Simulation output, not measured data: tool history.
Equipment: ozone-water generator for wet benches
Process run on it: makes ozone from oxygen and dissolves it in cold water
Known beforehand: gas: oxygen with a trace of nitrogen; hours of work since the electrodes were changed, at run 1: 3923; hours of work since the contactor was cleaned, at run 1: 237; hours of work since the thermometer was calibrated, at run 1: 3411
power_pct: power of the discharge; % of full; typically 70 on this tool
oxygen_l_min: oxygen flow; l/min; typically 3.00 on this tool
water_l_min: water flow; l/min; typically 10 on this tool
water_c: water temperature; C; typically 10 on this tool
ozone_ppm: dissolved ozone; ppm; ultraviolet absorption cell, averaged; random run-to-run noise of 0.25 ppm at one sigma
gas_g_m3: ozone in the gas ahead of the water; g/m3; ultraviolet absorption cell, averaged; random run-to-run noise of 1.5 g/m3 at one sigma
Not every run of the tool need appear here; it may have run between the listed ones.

run,hour,power_pct,oxygen_l_min,water_l_min,water_c,hours of work since the electrodes were changed,hours of work since the contactor was cleaned,hours of work since the thermometer was calibrated,ozone_ppm,gas_g_m3
1,0.0,70,3.00,10,10,3923,237,3411,38.4,273.3
2,93.1,70,3.00,10,10,3979,294,3467,38.3,275.5
3,185.2,70,3.00,10,16,4035,349,3523,35.7,274.5
4,386.1,70,3.00,10,10,4157,471,3644,39.0,275.2
5,592.7,70,3.00,10,10,4282,596,3769,38.3,275.7
6,724.4,70,3.00,10,10,4361,675,3849,38.4,276.7
7,932.9,70,3.00,10,10,4487,802,3975,38.6,277.0
8,1104.0,70,3.00,10,10,4591,905,4078,38.3,276.7
9,1213.3,70,3.00,10,18,4657,971,4145,34.1,275.9
10,1410.6,70,3.00,10,18,4776,1090,4264,34.0,275.6
11,1567.6,70,3.00,10,18,4871,1185,4359,34.1,274.5
12,1744.5,70,3.00,10,18,4978,1292,4466,34.1,274.5
13,1959.7,70,3.00,10,18,5108,1423,4596,34.7,276.0
14,2065.3,70,3.00,10,18,5172,1486,4660,33.8,275.2
# hour 2245.0: water thermometer calibrated
15,2276.9,70,3.00,10,18,5300,1614,19,34.5,280.3
16,2426.4,70,3.00,10,18,5390,1704,110,34.0,277.5
17,2609.1,70,3.00,10,18,5501,1815,220,34.3,277.9
18,2825.0,70,3.00,7,18,5631,1946,351,42.0,276.6
19,3002.8,70,3.00,7,18,5739,2053,458,43.0,278.6
20,3128.1,43,4.31,10,6,5815,2129,534,28.6,158.4
21,3289.3,43,4.31,10,6,5912,2226,632,28.7,161.9
22,3388.6,43,4.31,10,6,5972,2286,692,28.9,160.0
23,3592.4,45,4.31,6,6,6095,2410,815,39.7,167.6
24,3774.8,45,4.31,6,6,6206,2520,925,39.6,164.6
25,3919.9,89,3.39,9,10,6293,2608,1013,49.5,311.6
26,4028.7,89,3.39,9,10,6359,2674,1079,48.8,312.1
27,4191.2,70,3.00,6,10,6457,2772,1177,53.2,279.2
28,4331.3,70,3.00,6,10,6542,2857,1262,52.8,277.2
29,4496.9,97,1.77,7,10,6642,2957,1362,61.8,473.9
30,4703.4,97,1.77,7,10,6767,3082,1487,61.3,474.2
31,4791.9,87,2.42,11,8,6821,3135,1540,42.6,368.8
32,4978.8,87,2.42,11,8,6934,3248,1653,42.1,371.9
33,5189.6,48,3.69,10,11,7061,3376,1781,28.9,189.3

Same runs, no hidden state in the tool, same run-to-run variation:
Hidden state at play: yield of the discharge, % of new electrodes'; contactor's efficiency, % of a clean one's; true water temperature over the reading, C; drift of the gauge itself on ozone_ppm, %; drift of the gauge itself on gas_g_m3, %.
run,gas_g_m3
1,273.5
2,275.7
3,274.5
4,275.1
5,275.3
6,276.2
7,276.3
8,275.8
9,274.8
10,274.3
11,273.1
12,272.9
13,274.2
14,273.2
15,278.1
16,275.2
17,275.3
18,273.8
19,275.6
20,156.6
21,159.9
22,158.0
23,165.3
24,162.2
25,307.2
26,307.6
27,274.9
28,272.8
29,466.2
30,466.2
31,362.4
32,365.1
33,185.6
For ozone_ppm, the value without the hidden state is never more than 0.2 ppm from the measured value.

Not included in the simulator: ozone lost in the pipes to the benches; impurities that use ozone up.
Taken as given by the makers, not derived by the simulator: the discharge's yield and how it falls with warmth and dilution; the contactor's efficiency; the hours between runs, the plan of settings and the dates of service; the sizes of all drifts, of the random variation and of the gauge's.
